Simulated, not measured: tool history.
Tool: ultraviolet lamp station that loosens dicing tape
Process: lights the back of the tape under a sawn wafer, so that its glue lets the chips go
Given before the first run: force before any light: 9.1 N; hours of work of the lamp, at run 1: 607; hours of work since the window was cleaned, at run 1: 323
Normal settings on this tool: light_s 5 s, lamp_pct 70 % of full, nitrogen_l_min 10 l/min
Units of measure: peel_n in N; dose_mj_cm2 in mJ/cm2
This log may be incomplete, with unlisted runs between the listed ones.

run,hour,light_s,lamp_pct,nitrogen_l_min,hours of work of the lamp,hours of work since the window was cleaned,peel_n,dose_mj_cm2
1,0.0,5,70,10,607,323,1.475,164
2,28.4,5,70,19,629,345,1.019,165
3,62.8,5,70,10,656,371,1.647,164
# hour 78.0: window cleaned of glue's vapour
4,90.6,5,70,10,677,10,1.902,146
5,116.6,5,70,10,697,30,1.918,147
6,136.9,2,70,10,712,45,4.927,59
# hour 150.8: window cleaned of glue's vapour, once more
7,175.0,2,70,10,741,19,4.137,70
8,192.1,2,70,10,754,32,4.139,70
9,231.1,5,70,4,784,62,2.444,175
10,261.0,2,75,17,807,85,3.496,76
11,277.3,2,75,17,820,97,3.466,72
12,303.0,6,70,10,840,117,1.029,206
13,323.5,6,70,10,855,133,1.015,200
14,351.4,6,70,10,877,154,1.049,201
15,372.2,7,89,5,893,170,0.855,293
16,388.6,5,88,16,905,183,0.723,207
17,424.0,8,83,10,933,210,0.404,307

Below, each run's measurement less what the same run would have read without the hidden state. Both values contain the same run-to-run variation, but the gauge's scatter may not be the same in both:
Unlogged tool condition in this case: lamp's light, % of a new lamp's; light that the window lets through, % of a clean one's; drift of the gauge itself on peel_n, %; drift of the gauge itself on dose_mj_cm2, %.
run,peel_n,dose_mj_cm2
1,+0.534,-45
2,+0.419,-46
3,+0.639,-48
4,+0.908,-64
5,+0.924,-65
6,+1.242,-27
7,+0.536,-13
8,+0.555,-13
9,+0.562,-36
10,+0.658,-17
11,+0.670,-16
12,+0.380,-48
13,+0.387,-51
14,+0.415,-53
15,+0.365,-81
16,+0.324,-58
17,+0.183,-93

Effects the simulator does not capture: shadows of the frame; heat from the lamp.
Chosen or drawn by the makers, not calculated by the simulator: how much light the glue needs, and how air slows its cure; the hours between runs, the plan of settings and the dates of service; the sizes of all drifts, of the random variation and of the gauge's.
